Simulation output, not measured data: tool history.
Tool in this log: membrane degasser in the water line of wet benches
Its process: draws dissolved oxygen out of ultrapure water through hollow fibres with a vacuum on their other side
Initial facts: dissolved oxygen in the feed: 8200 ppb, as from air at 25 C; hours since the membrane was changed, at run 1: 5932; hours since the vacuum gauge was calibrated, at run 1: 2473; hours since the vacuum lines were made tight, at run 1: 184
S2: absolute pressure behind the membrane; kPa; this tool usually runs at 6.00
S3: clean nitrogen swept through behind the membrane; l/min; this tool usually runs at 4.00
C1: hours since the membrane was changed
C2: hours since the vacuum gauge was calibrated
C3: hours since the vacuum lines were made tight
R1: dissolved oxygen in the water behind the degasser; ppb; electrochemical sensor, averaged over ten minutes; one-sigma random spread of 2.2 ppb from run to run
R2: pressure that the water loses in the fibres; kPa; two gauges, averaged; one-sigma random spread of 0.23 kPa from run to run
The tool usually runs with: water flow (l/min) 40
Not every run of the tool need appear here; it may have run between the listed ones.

Run 1, day 0.000: usual settings; C1 5932; C2 2473; C3 184. Result: R1 227.0 ppb, R2 56.48 kPa.
Run 2, day 5.892: usual settings but water flow (l/min) 58; C1 6073; C2 2614; C3 326. Result: R1 344.3 ppb, R2 82.01 kPa.
Run 3, day 14.533: usual settings but water flow (l/min) 58; C1 6281; C2 2822; C3 533. Result: R1 339.7 ppb, R2 81.84 kPa.
Run 4, day 18.971: usual settings but water flow (l/min) 58; C1 6387; C2 2928; C3 640. Result: R1 339.3 ppb, R2 81.92 kPa.
Run 5, day 23.700: usual settings; C1 6501; C2 3042; C3 753. Result: R1 224.8 ppb, R2 56.37 kPa.
Run 6, day 28.121: usual settings but S2 4.57 kPa; C1 6607; C2 3148; C3 859. Result: R1 188.7 ppb, R2 56.44 kPa.
Run 7, day 32.508: usual settings but S2 4.57 kPa; C1 6712; C2 3253; C3 964. Result: R1 192.7 ppb, R2 56.24 kPa.
Run 8, day 41.342: usual settings but S2 4.57 kPa; C1 6924; C2 3465; C3 1176. Result: R1 191.0 ppb, R2 56.76 kPa.
Run 9, day 48.567: usual settings but S2 4.26 kPa; C1 7098; C2 3638; C3 1350. Result: R1 185.8 ppb, R2 56.34 kPa.
Run 10, day 57.317: usual settings but S3 5.74 l/min; C1 7308; C2 3848; C3 1560. Result: R1 202.7 ppb, R2 56.49 kPa.
Run 11, day 62.221: usual settings but S3 5.74 l/min; C1 7425; C2 3966; C3 1678. Result: R1 201.2 ppb, R2 56.05 kPa.
Run 12, day 70.371: usual settings; C1 7621; C2 4162; C3 1873. Result: R1 224.1 ppb, R2 56.27 kPa.
Run 13, day 79.658: usual settings; C1 7844; C2 4385; C3 2096. Result: R1 221.7 ppb, R2 56.85 kPa.
Run 14, day 86.454: usual settings but S3 6.51 l/min; C1 8007; C2 4548; C3 2259. Result: R1 204.3 ppb, R2 56.25 kPa.
Run 15, day 94.238: usual settings; C1 8194; C2 4735; C3 2446. Result: R1 222.8 ppb, R2 56.44 kPa.
Run 16, day 99.604: usual settings; C1 8323; C2 4863; C3 2575. Result: R1 223.2 ppb, R2 56.19 kPa.
Run 17, day 103.908: usual settings; C1 8426; C2 4967; C3 2678. Result: R1 225.4 ppb, R2 56.39 kPa.
Run 18, day 112.354: usual settings but water flow (l/min) 32, S2 4.45 kPa, S3 4.05 l/min; C1 8628; C2 5169; C3 2881. Result: R1 140.0 ppb, R2 45.03 kPa.
Run 19, day 117.838: usual settings but water flow (l/min) 53, S2 8.81 kPa; C1 8760; C2 5301; C3 3012. Result: R1 391.0 ppb, R2 74.36 kPa.
Run 20, day 124.667: usual settings but water flow (l/min) 53, S2 8.81 kPa; C1 8924; C2 5465; C3 3176. Result: R1 383.8 ppb, R2 74.96 kPa.
At day 134.204: vacuum gauge calibrated.
Run 21, day 134.204: usual settings but water flow (l/min) 50, S2 4.73 kPa, S3 4.27 l/min; C1 9152; C2 0; C3 3405. Result: R1 247.7 ppb, R2 70.23 kPa.
Run 22, day 142.325: usual settings but water flow (l/min) 27, S3 10.52 l/min; C1 9347; C2 195; C3 3599. Result: R1 109.0 ppb, R2 37.99 kPa.
Run 23, day 148.138: usual settings but water flow (l/min) 25, S2 4.27 kPa, S3 8.21 l/min; C1 9487; C2 334; C3 3739. Result: R1 91.1 ppb, R2 35.61 kPa.
Run 24, day 153.921: usual settings but S2 5.88 kPa, S3 7.82 l/min; C1 9626; C2 473; C3 3878. Result: R1 191.4 ppb, R2 56.41 kPa.
Run 25, day 163.583: usual settings but S2 7.63 kPa; C1 9857; C2 705; C3 4110. Result: R1 261.0 ppb, R2 56.56 kPa.
Run 26, day 171.938: usual settings but S3 2.58 l/min; C1 10058; C2 906; C3 4310. Result: R1 258.9 ppb, R2 56.54 kPa.
Run 27, day 177.104: usual settings but S3 2.58 l/min; C1 10182; C2 1030; C3 4434. Result: R1 251.9 ppb, R2 56.15 kPa.
Run 28, day 186.183: usual settings but S3 2.58 l/min; C1 10400; C2 1247; C3 4652. Result: R1 256.1 ppb, R2 56.48 kPa.
Run 29, day 190.408: usual settings but water flow (l/min) 34, S2 10.15 kPa, S3 2.58 l/min; C1 10501; C2 1349; C3 4754. Result: R1 331.3 ppb, R2 48.03 kPa.
Run 30, day 198.579: usual settings but water flow (l/min) 34, S2 10.15 kPa, S3 2.58 l/min; C1 10697; C2 1545; C3 4950. Result: R1 327.7 ppb, R2 48.01 kPa.
Run 31, day 202.833: usual settings but water flow (l/min) 59, S2 7.55 kPa, S3 7.17 l/min; C1 10800; C2 1647; C3 5052. Result: R1 344.4 ppb, R2 83.42 kPa.
Run 32, day 211.225: usual settings but water flow (l/min) 59, S2 7.55 kPa, S3 7.17 l/min; C1 11001; C2 1848; C3 5253. Result: R1 339.4 ppb, R2 83.50 kPa.
Run 33, day 217.517: usual settings but S2 12.20 kPa, S3 3.85 l/min; C1 11152; C2 2000; C3 5404. Result: R1 368.8 ppb, R2 56.79 kPa.

Predict each of these 3 candidate next runs independently; none follows another, all start after run 33:
Run A, day 226.750: usual settings but water flow (l/min) 26, S2 4.89 kPa, S3 1.83 l/min; C1 11374; C2 2221; C3 5626. Result: R1 ?, R2 ?.
Run B, day 226.750: usual settings but water flow (l/min) 48, S2 4.19 kPa, S3 7.22 l/min; C1 11374; C2 2221; C3 5626. Result: R1 ?, R2 ?.
Run C, day 226.750: usual settings but water flow (l/min) 56, S2 4.03 kPa, S3 6.75 l/min; C1 11374; C2 2221; C3 5626. Result: R1 ?, R2 ?.

run     R1     R2
  A  140.4  36.62
  B  217.1  68.35
  C  261.0  79.70
Had the tool no hidden state, the same runs would have come out as:
run     R1     R2
  A  140.0  36.59
  B  216.5  68.30
  C  260.3  79.64

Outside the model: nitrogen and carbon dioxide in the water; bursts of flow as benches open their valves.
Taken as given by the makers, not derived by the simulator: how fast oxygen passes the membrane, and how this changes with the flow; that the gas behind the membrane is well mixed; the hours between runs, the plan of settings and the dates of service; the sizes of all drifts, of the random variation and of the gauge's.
